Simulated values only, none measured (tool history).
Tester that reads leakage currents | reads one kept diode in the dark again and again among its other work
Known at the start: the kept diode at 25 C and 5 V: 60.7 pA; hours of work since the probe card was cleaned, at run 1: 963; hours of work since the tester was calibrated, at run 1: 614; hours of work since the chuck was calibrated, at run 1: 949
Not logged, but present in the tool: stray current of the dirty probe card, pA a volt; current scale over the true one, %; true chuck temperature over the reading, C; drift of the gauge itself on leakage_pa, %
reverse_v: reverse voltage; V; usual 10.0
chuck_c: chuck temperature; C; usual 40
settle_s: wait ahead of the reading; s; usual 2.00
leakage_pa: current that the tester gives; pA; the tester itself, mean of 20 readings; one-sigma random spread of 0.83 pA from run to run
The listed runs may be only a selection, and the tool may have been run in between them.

run   hour  reverse_v  chuck_c  settle_s  hours of work since the probe card was cleaned  hours of work since the tester was calibrated  hours of work since the chuck was calibrated  leakage_pa
  1    0.0       10.0       40      2.00                                             963                                            614                                           949      301.25
  2   32.9       10.0       40      2.00                                             984                                            635                                           970      302.65
  3   54.9       10.0       40      2.00                                             998                                            649                                           984      302.71
  4   96.4       10.0       40      2.00                                            1025                                            676                                          1011      301.17
  5  120.0       10.0       40      2.00                                            1040                                            691                                          1026      302.30
  6  143.9       10.0       40      2.00                                            1055                                            706                                          1041      303.57
  7  165.0       10.0       40      2.00                                            1069                                            720                                          1055      303.45
  8  194.2       10.0       40      5.45                                            1088                                            739                                          1074      302.64
  9  239.3       10.0       40      5.45                                            1116                                            768                                          1103      304.61
 10  263.4       10.0       40      4.92                                            1132                                            783                                          1118      308.02
 11  297.7       10.0       40      4.92                                            1154                                            805                                          1140      305.60
 12  320.0       10.0       40      2.00                                            1168                                            819                                          1154      307.71
 13  364.3       10.0       40      2.00                                            1197                                            848                                          1183      307.12
 14  400.1       10.0       40      2.00                                            1220                                            871                                          1206      306.78
 15  422.3       10.0       40      0.58                                            1234                                            885                                          1220      311.88
 16  451.9        9.3       31      2.00                                            1253                                            904                                          1239      153.02
 17  498.8        9.3       31      5.33                                            1283                                            934                                          1269      152.49
 18  547.5        2.1       40      0.75                                            1314                                            966                                          1301      172.59
 19  596.7       19.6       21      0.75                                            1346                                            997                                          1332      119.41
 20  621.6       10.0       45      1.21                                            1362                                           1013                                          1348      454.00
 21  669.4       10.0       27      1.21                                            1393                                           1044                                          1379      121.50
 22  714.9       10.0       24      8.38                                            1422                                           1073                                          1408       97.30
 23  740.1        5.7       23      0.59                                            1438                                           1089                                          1424       71.06
 24  763.2        1.6       57      2.00                                            1453                                           1104                                          1439      567.98
 25  792.6        1.6       57      2.00                                            1472                                           1123                                          1458      568.83

Alternative continuations, all from the tool just after run 25; predict every row:
  A  826.2        8.3       57      2.00                                            1493                                           1145                                          1479           ?
  B  826.2       10.7       49      5.95                                            1493                                           1145                                          1479           ?
  C  826.2        2.0       23      2.00                                            1493                                           1145                                          1479           ?
  D  826.2        8.5       40      2.00                                            1493                                           1145                                          1479           ?

run  leakage_pa
  A     1021.58
  B      628.71
  C       43.90
  D      295.94
What these runs would have given with no unlogged condition in the tool:
run  leakage_pa
  A      953.37
  B      573.38
  C       37.04
  D      261.77
